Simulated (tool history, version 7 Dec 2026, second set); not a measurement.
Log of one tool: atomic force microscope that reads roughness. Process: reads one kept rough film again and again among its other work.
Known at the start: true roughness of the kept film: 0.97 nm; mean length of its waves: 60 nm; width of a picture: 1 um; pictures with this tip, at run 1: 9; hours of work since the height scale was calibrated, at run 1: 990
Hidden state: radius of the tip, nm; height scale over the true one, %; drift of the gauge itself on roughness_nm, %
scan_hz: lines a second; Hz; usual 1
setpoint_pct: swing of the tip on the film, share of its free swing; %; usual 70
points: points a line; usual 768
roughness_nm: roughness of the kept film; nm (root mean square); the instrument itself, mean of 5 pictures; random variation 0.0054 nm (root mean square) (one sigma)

run    hour  scan_hz  setpoint_pct  points  pictures with this tip  hours of work since the height scale was calibrated  roughness_nm
  1       0        1            70     768                       9                                                  990         0.911
  2    59.9        1            70     768                     105                                                 1019         0.921
       97.4  -- new tip fitted
  3   136.9        1            70     768                      63                                                 1056         0.903
  4     196        1            70     768                     156                                                 1085         0.906
      200.1  -- new tip fitted
  5     235        1            70     768                      56                                                 1103         0.912
      299.6  -- new tip fitted
  6   299.7        1            70     768                       0                                                 1134         0.923
  7   349.3        1            70     768                      79                                                 1158         0.903
      401.8  -- new tip fitted
  8   416.8        1            70     768                      23                                                 1191         0.909
  9   479.9        1            70     893                     124                                                 1221         0.911
      502.7  -- new tip fitted
 10   548.7        1            70     483                      74                                                 1254         0.911
 11   600.3        1            78     483                     156                                                 1279         0.888
      604.4  -- new tip fitted
 12   647.9     0.66            78     483                      70                                                 1302         0.903
      703.1  -- new tip fitted
 13   710.9     0.77            78     483                      12                                                 1332         0.904
 14   776.9        1            70     768                     117                                                 1364         0.911
      805.5  -- new tip fitted
 15   841.8        1            70     768                      57                                                 1395         0.909
 16   889.8        1            70     315                     134                                                 1418         0.903
      906.4  -- new tip fitted
 17   949.2        1            70     315                      69                                                 1446         0.908
     1007.5  -- new tip fitted
 18  1014.8        1            70     315                      11                                                 1478         0.907
 19  1081.1        1            67     768                     117                                                 1510         0.919
     1112.5  -- new tip fitted
 20  1161.1        1            67     768                      77                                                 1548         0.919
     1214.8  -- new tip fitted
 21  1219.5        1            70    1012                       7                                                 1576          0.91
 22    1294        1            70    1012                     126                                                 1612         0.916
     1315.7  -- new tip fitted
 23  1355.3        1            70     409                      63                                                 1642         0.915
 24  1402.6     1.02            70     768                     138                                                 1664         0.914
     1417.2  -- new tip fitted
 25  1440.3        1            70     259                      37                                                 1682         0.909
 26  1473.7        1            70     259                      90                                                 1698         0.906
       1522  -- new tip fitted
 27  1534.8        1            70     259                      21                                                 1728         0.906
 28  1582.6     1.01            61     259                      97                                                 1751         0.929
 29  1615.5     1.01            61     259                     149                                                 1767         0.924
     1621.6  -- new tip fitted
 30  1661.3        1            58     411                      63                                                 1789          0.94
     1686.2  -- height scale calibrated on a step standard
 31  1720.7     0.68            70     728                     156                                                   17         0.921
     1725.8  -- new tip fitted
 32  1754.9     1.43            57     603                      47                                                   33         0.924
 33  1807.2        1            70     796                     130                                                   58          0.92
     1831.5  -- new tip fitted
 34  1874.5     1.75            70     295                      68                                                   90         0.879
     1931.5  -- new tip fitted
 35  1952.9     1.75            81     468                      34                                                  128         0.832
 36  1998.7     1.75            81     468                     107                                                  150         0.818
     2030.5  -- new tip fitted
 37  2032.2     0.76            61     331                       2                                                  166         0.947
 38  2079.6      0.6            63     347                      78                                                  189         0.938
 39  2116.8     3.09            56     536                     137                                                  207           0.9
     2131.7  -- new tip fitted
 40  2191.2     1.54            87     768                      95                                                  243         0.803
     2233.2  -- new tip fitted
 41  2241.1     1.54            87     768                      12                                                  266         0.804
 42  2321.8     2.38            75     768                     141                                                  305         0.831
     2334.3  -- new tip fitted
 43    2384        1            71     725                      79                                                  335          0.91
     2433.7  -- new tip fitted
 44  2441.8     1.14            70     768                      13                                                  363         0.896
 45  2502.5     1.32            80     946                     110                                                  392         0.861
     2537.8  -- new tip fitted
 46  2572.7     2.09            78     808                      56                                                  426         0.818
     2638.6  -- new tip fitted
 47    2654     2.09            78     808                      24                                                  465         0.825
 48    2721     2.21            70     768                     131                                                  497         0.857
     2740.2  -- new tip fitted
 49  2787.2     0.68            56     297                      74                                                  529         0.951
     2840.6  -- new tip fitted
 50  2864.9     0.68            56     297                      38                                                  566         0.941
 51  2934.2        1            57     907                     148                                                  600         0.943

Forecast each of these 3 alternatives for the next run:
       2942  -- new tip fitted
  A  2979.4      2.6            64     768                      59                                                  621             ?
       2942  -- new tip fitted
  B  2979.4        1            58     907                      59                                                  621             ?
       2942  -- new tip fitted
  C  2979.4     1.06            80     256                      59                                                  621             ?

run  roughness_nm
  A         0.885
  B          0.95
  C         0.871
Without the tool's hidden state the same runs would have given:
run  roughness_nm
  A         0.886
  B         0.951
  C         0.873

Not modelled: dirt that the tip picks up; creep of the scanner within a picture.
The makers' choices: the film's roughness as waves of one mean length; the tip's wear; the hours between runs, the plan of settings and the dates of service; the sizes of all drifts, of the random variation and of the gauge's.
